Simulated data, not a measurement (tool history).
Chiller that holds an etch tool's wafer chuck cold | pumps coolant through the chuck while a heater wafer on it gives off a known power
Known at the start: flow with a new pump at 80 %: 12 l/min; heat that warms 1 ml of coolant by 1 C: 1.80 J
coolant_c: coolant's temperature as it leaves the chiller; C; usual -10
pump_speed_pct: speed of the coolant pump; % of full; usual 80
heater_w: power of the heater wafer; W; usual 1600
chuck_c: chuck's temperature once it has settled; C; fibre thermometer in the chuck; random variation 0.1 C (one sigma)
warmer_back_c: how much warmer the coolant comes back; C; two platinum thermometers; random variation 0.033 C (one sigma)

run	hour	coolant_c	pump_speed_pct	heater_w	chuck_c	warmer_back_c
1	0	-10	80	1600	10.3	4.43
2	127.7	-10	61	1600	13.7	5.81
3	223.7	-10	61	1242	8.2	4.49
4	340.1	-17	80	1600	3.6	4.5
5	431.9	-17	80	1600	3.6	4.44
6	534.7	-10	84	1600	10.2	4.24
7	628.2	-10	84	1600	9.9	4.29
8	780	-10	86	1600	9.9	4.2
9	974.5	-10	84	1600	10.3	4.3
10	1172.4	-2	84	1600	18.4	4.36
# hour 1228.4: chiller's thermometer calibrated
11	1272.9	-2	84	1600	18.2	4.34
12	1467.3	-2	84	1600	18.2	4.35

Run 13 comes next. What will it give?
13	1672	-2	84	1600	?	?

Run 13 gave chuck_c 18.6 C, warmer_back_c 4.35 C.
Without the tool's hidden state the same run would have given chuck_c 17.1 C, warmer_back_c 4.23 C.

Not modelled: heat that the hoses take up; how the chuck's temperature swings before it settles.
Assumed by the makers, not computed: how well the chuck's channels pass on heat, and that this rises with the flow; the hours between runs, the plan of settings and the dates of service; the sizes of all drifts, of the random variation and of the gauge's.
